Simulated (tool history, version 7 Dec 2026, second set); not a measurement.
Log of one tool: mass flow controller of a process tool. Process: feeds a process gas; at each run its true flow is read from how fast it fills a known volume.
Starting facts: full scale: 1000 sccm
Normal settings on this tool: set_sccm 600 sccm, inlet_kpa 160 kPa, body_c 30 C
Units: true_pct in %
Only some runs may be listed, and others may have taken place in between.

Run 1, hour 0: usual settings. Result: true_pct 99.26 %.
Run 2, hour 101.1: usual settings. Result: true_pct 99.15 %.
Run 3, hour 217.9: usual settings. Result: true_pct 99.38 %.
Run 4, hour 331: usual settings. Result: true_pct 99.48 %.
Run 5, hour 404.6: usual settings. Result: true_pct 99.56 %.
Run 6, hour 464.6: usual settings but set_sccm 364 sccm. Result: true_pct 99.2 %.
Run 7, hour 567.3: usual settings but set_sccm 364 sccm. Result: true_pct 99.24 %.
Run 8, hour 663.2: usual settings but set_sccm 118 sccm. Result: true_pct 99.09 %.
Run 9, hour 758.1: usual settings but set_sccm 118 sccm. Result: true_pct 99.2 %.
Run 10, hour 878.3: usual settings. Result: true_pct 99.78 %.
Run 11, hour 981.2: usual settings. Result: true_pct 99.96 %.
Run 12, hour 1084: usual settings. Result: true_pct 99.84 %.
Run 13, hour 1180.3: usual settings. Result: true_pct 100.01 %.
Run 14, hour 1263.7: usual settings. Result: true_pct 100.02 %.
Run 15, hour 1316.7: usual settings but inlet_kpa 142 kPa. Result: true_pct 100.17 %.
Run 16, hour 1421.1: usual settings but inlet_kpa 142 kPa, body_c 29 C. Result: true_pct 100.54 %.
Run 17, hour 1521.1: usual settings but inlet_kpa 142 kPa, body_c 29 C. Result: true_pct 100.45 %.
Run 18, hour 1644.8: usual settings but inlet_kpa 142 kPa, body_c 29 C. Result: true_pct 100.6 %.
Run 19, hour 1711: usual settings but set_sccm 339 sccm, inlet_kpa 162 kPa, body_c 21 C. Result: true_pct 100.84 %.
Run 20, hour 1836.3: usual settings but set_sccm 580 sccm, inlet_kpa 162 kPa, body_c 26 C. Result: true_pct 100.92 %.
Run 21, hour 1935.6: usual settings but set_sccm 268 sccm, inlet_kpa 162 kPa, body_c 23 C. Result: true_pct 100.85 %.
Run 22, hour 2020.8: usual settings but inlet_kpa 181 kPa, body_c 21 C. Result: true_pct 101.44 %.
Run 23, hour 2140: usual settings but set_sccm 212 sccm, body_c 23 C. Result: true_pct 100.89 %.
Run 24, hour 2191.2: usual settings but set_sccm 212 sccm, inlet_kpa 204 kPa, body_c 21 C. Result: true_pct 101.03 %.
Run 25, hour 2250.5: usual settings but set_sccm 240 sccm, inlet_kpa 190 kPa, body_c 26 C. Result: true_pct 100.71 %.
At hour 2326.1: gauge calibrated.
Run 26, hour 2350.6: usual settings but set_sccm 240 sccm, inlet_kpa 190 kPa, body_c 26 C. Result: true_pct 99.04 %.
Run 27, hour 2476.7: usual settings but set_sccm 406 sccm, inlet_kpa 179 kPa, body_c 38 C. Result: true_pct 98.18 %.
Run 28, hour 2589.1: usual settings but set_sccm 236 sccm, inlet_kpa 256 kPa, body_c 38 C. Result: true_pct 97.9 %.
Run 29, hour 2674.1: usual settings but set_sccm 236 sccm, inlet_kpa 256 kPa, body_c 38 C. Result: true_pct 97.96 %.
Run 30, hour 2734.4: usual settings but set_sccm 332 sccm, inlet_kpa 256 kPa, body_c 39 C. Result: true_pct 98.15 %.
Run 31, hour 2812.5: usual settings but set_sccm 332 sccm, inlet_kpa 256 kPa, body_c 27 C. Result: true_pct 99.1 %.
Run 32, hour 2897.9: usual settings but set_sccm 332 sccm, inlet_kpa 256 kPa, body_c 27 C. Result: true_pct 99.37 %.

What will run 33 give?
Run 33, hour 2953.3: usual settings but set_sccm 437 sccm, inlet_kpa 205 kPa, body_c 32 C. Result: true_pct ?.

true_pct: 99.09 %
On a tool with no hidden condition, and with the same random variation, this run would have come out at true_pct 98.62 %.
